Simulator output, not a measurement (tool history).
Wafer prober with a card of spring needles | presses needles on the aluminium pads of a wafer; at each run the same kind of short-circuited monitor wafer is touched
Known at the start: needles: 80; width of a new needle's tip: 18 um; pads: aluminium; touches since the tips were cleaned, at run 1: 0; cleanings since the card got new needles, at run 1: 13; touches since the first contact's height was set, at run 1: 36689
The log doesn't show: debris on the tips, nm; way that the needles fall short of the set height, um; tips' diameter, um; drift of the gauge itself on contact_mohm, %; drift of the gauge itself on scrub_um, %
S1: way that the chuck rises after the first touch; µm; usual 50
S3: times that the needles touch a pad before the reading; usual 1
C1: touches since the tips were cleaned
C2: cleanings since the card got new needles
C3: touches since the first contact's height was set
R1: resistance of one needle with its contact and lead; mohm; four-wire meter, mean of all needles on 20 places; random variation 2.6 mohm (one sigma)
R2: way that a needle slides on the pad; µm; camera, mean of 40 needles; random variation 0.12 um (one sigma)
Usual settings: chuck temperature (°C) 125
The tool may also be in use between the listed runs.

Run 1, day 0: usual settings; C1 0; C2 13; C3 36689. Result: R1 301 mohm, R2 12.02 µm.
Run 2, day 0.233: usual settings but S3 3; C1 1639; C2 13; C3 38328. Result: R1 343 mohm, R2 11.89 µm.
At day 0.383: tips cleaned on abrasive film.
Run 3, day 0.533: usual settings but chuck temperature (°C) 26; C1 1060; C2 14; C3 40416. Result: R1 526 mohm, R2 11.95 µm.
At day 0.75: tips cleaned on abrasive film.
Run 4, day 0.879: usual settings; C1 888; C2 15; C3 42793. Result: R1 387 mohm, R2 11.81 µm.
At day 1.121: tips cleaned on abrasive film.
Run 5, day 1.154: usual settings; C1 235; C2 16; C3 44700. Result: R1 327 mohm, R2 11.96 µm.
Run 6, day 1.375: usual settings but chuck temperature (°C) 116; C1 1805; C2 16; C3 46270. Result: R1 427 mohm, R2 11.65 µm.
At day 1.496: tips cleaned on abrasive film.
At day 1.562: tips cleaned on abrasive film, once more.
Run 7, day 1.562: usual settings but chuck temperature (°C) 116; C1 0; C2 18; C3 47521. Result: R1 299 mohm, R2 11.84 µm.
Run 8, day 1.896: usual settings but chuck temperature (°C) 116; C1 2325; C2 18; C3 49846. Result: R1 455 mohm, R2 11.79 µm.
At day 1.929: tips cleaned on abrasive film.
Run 9, day 2.2: usual settings but S1 41 µm; C1 1895; C2 19; C3 51955. Result: R1 502 mohm, R2 9.52 µm.
At day 2.296: tips cleaned on abrasive film.
Run 10, day 2.458: usual settings but S1 41 µm; C1 1138; C2 20; C3 53748. Result: R1 451 mohm, R2 9.6 µm.
At day 2.671: tips cleaned on abrasive film.
Run 11, day 2.85: usual settings but S1 41 µm; C1 1262; C2 21; C3 56464. Result: R1 477 mohm, R2 9.73 µm.
At day 3.054: tips cleaned on abrasive film.
Run 12, day 3.121: usual settings but S1 63 µm; C1 458; C2 22; C3 58330. Result: R1 328 mohm, R2 15.03 µm.
At day 3.429: tips cleaned on abrasive film.
Run 13, day 3.492: usual settings but S3 2; C1 412; C2 23; C3 60904. Result: R1 326 mohm, R2 11.87 µm.
At day 3.8: tips cleaned on abrasive film.
Run 14, day 3.854: usual settings but S1 66 µm; C1 377; C2 24; C3 63426. Result: R1 317 mohm, R2 15.69 µm.
At day 4.179: tips cleaned on abrasive film.
Run 15, day 4.179: usual settings but S1 66 µm; C1 0; C2 25; C3 65692. Result: R1 302 mohm, R2 15.6 µm.
At day 4.554: tips cleaned on abrasive film.
Run 16, day 4.579: usual settings but S1 68 µm, chuck temperature (°C) 60; C1 156; C2 26; C3 68454. Result: R1 293 mohm, R2 15.83 µm.
At day 4.942: tips cleaned on abrasive film.
Run 17, day 4.946: usual settings but S1 49 µm, chuck temperature (°C) 43, S3 2; C1 23; C2 27; C3 71000. Result: R1 286 mohm, R2 11.41 µm.
Run 18, day 5.133: usual settings but S1 49 µm, chuck temperature (°C) 43, S3 2; C1 1367; C2 27; C3 72344. Result: R1 360 mohm, R2 11.36 µm.
At day 5.312: tips cleaned on abrasive film.
Run 19, day 5.321: usual settings but S1 49 µm, chuck temperature (°C) 43, S3 2; C1 77; C2 28; C3 73629. Result: R1 290 mohm, R2 11.39 µm.
Run 20, day 5.625: usual settings but S1 44 µm, chuck temperature (°C) 76, S3 2; C1 2205; C2 28; C3 75757. Result: R1 418 mohm, R2 10.23 µm.
At day 5.692: tips cleaned on abrasive film.
Run 21, day 5.933: usual settings but S1 31 µm, chuck temperature (°C) 104, S3 2; C1 1698; C2 29; C3 77903. Result: R1 521 mohm, R2 7.07 µm.
At day 6.071: tips cleaned on abrasive film.
Run 22, day 6.225: usual settings but S1 54 µm, chuck temperature (°C) 43; C1 1084; C2 30; C3 79920. Result: R1 365 mohm, R2 12.58 µm.
At day 6.438: tips cleaned on abrasive film.
Run 23, day 6.6: usual settings but S1 33 µm, chuck temperature (°C) 46, S3 2; C1 1142; C2 31; C3 82525. Result: R1 448 mohm, R2 7.48 µm.
Run 24, day 6.779: usual settings but S1 45 µm, chuck temperature (°C) 46; C1 2384; C2 31; C3 83767. Result: R1 526 mohm, R2 10.57 µm.
At day 6.808: tips cleaned on abrasive film.
At day 7.183: tips cleaned on abrasive film.
Run 25, day 7.183: usual settings but S1 45 µm, chuck temperature (°C) 46; C1 0; C2 33; C3 86537. Result: R1 303 mohm, R2 10.31 µm.

Some steps in R1 between neighbouring runs. How much of each would the tool show without its hidden state too (settings, what came in, random variation), and how much is left for the hidden state, with any gauge scatter that isn't in both results?
Run 2 -> 3: chuck temperature (°C) 125 -> 26, S3 3 -> 1, tips cleaned on abrasive film. R1 +183 mohm: hidden state +215, all else -32.
Run 24 -> 25: tips cleaned on abrasive film, tips cleaned on abrasive film. R1 -223 mohm: hidden state -218, all else -5.

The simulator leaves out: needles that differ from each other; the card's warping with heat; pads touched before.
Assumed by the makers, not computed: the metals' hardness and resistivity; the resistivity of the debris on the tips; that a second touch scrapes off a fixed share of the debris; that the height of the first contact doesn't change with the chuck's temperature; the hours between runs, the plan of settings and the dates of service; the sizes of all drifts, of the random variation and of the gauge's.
